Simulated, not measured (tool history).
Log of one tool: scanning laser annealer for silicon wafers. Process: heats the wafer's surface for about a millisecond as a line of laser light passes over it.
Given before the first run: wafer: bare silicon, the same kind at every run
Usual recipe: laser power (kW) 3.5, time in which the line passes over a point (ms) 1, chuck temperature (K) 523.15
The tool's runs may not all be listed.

run   hour  laser power (kW)  time in which the line passes over a point (ms)  chuck temperature (K)  highest temperature of the surface (K)
  1      0               3.5                                                1                 523.15                                 1212.15
  2      9             3.809                                                1                 523.15                                 1270.15
  3   16.7               3.5                                                1                 485.15                                 1170.15
  4   23.5               3.5                                                1                 523.15                                 1206.15
  5   31.8               3.5                                                1                 523.15                                 1207.15
  6   41.4               3.5                                                1                 523.15                                 1208.15
  7   49.9               3.5                                                1                 527.15                                 1212.15
  8   59.3               3.5                                                1                 527.15                                 1211.15
  9   63.9               3.5                                                1                 527.15                                 1212.15
 10   69.9             3.554                                                1                 523.15                                 1217.15
 11   76.3             3.618                                                1                 523.15                                 1229.15
 12   80.4               3.5                                                1                 523.15                                 1204.15
 13   90.2               3.5                                             1.19                 523.15                                 1257.15
 14     97               3.5                                             1.19                 523.15                                 1258.15
 15  103.2               3.5                                                1                 523.15                                 1207.15
 16    112               3.5                                                1                 506.15                                 1191.15
     117.9  -- optics aligned, line set to its width
 17  122.8               3.5                                                1                 506.15                                 1181.15
 18  129.3               3.5                                             1.25                 506.15                                 1251.15
 19  135.8               3.5                                             1.25                 506.15                                 1249.15
     147.2  -- optics aligned, line set to its width, once more
 20  147.7               3.5                                             1.25                 506.15                                 1267.15
 21  155.6             3.077                                             0.87                 530.15                                 1106.15
 22  165.6             3.077                                             0.87                 530.15                                 1105.15
 23  173.8               3.5                                             0.97                 493.15                                 1174.15
 24  181.6             3.417                                             0.95                 523.15                                 1185.15
 25  191.3             3.064                                             1.08                 503.15                                 1128.15
 26  198.6             3.064                                             1.08                 554.15                                 1179.15
 27  203.8             3.827                                             0.78                 505.15                                 1187.15
 28  209.6             3.531                                             0.83                 541.15                                 1184.15
 29  218.7             3.626                                             0.76                 505.15                                 1139.15
 30  229.1               3.5                                             1.07                 523.15                                 1235.15
 31  234.7             3.189                                             1.07                 523.15                                 1171.15
 32  243.5             3.189                                             1.07                 523.15                                 1166.15
 33  247.7             3.432                                             1.23                 503.15                                 1243.15
 34  255.8             3.389                                                1                 488.15                                 1155.15
 35  261.7             3.389                                                1                 488.15                                 1154.15
 36  270.2             3.297                                             0.82                 540.15                                 1137.15

Pick out some run-to-run changes in highest temperature of the surface (K). Of each, how much would a tool without hidden state show as well, from the settings, what came in and chance, and how much is left for the hidden state and any gauge scatter not in both results compared?
Hidden state at play: light that passes the window, % of a clean one's; laser's true power over the reading, %; width of the line over the set one, %; drift of the gauge itself on peak_c, C.
Run 2 -> 3: laser power (kW) 3.809 -> 3.5, chuck temperature (K) 523.15 -> 485.15. highest temperature of the surface (K) -100: hidden state +3, all else -103.
Run 17 -> 18: time in which the line passes over a point (ms) 1 -> 1.25. highest temperature of the surface (K) +70: hidden state -6, all else +76.
Run 19 -> 20: optics aligned, line set to its width, once more. highest temperature of the surface (K) +18: hidden state +18, all else +0.
Run 20 -> 21: laser power (kW) 3.5 -> 3.077, time in which the line passes over a point (ms) 1.25 -> 0.87, chuck temperature (K) 506.15 -> 530.15. highest temperature of the surface (K) -161: hidden state +8, all else -169.
Run 29 -> 30: laser power (kW) 3.626 -> 3.5, time in which the line passes over a point (ms) 0.76 -> 1.07, chuck temperature (K) 505.15 -> 523.15. highest temperature of the surface (K) +96: hidden state -4, all else +100.
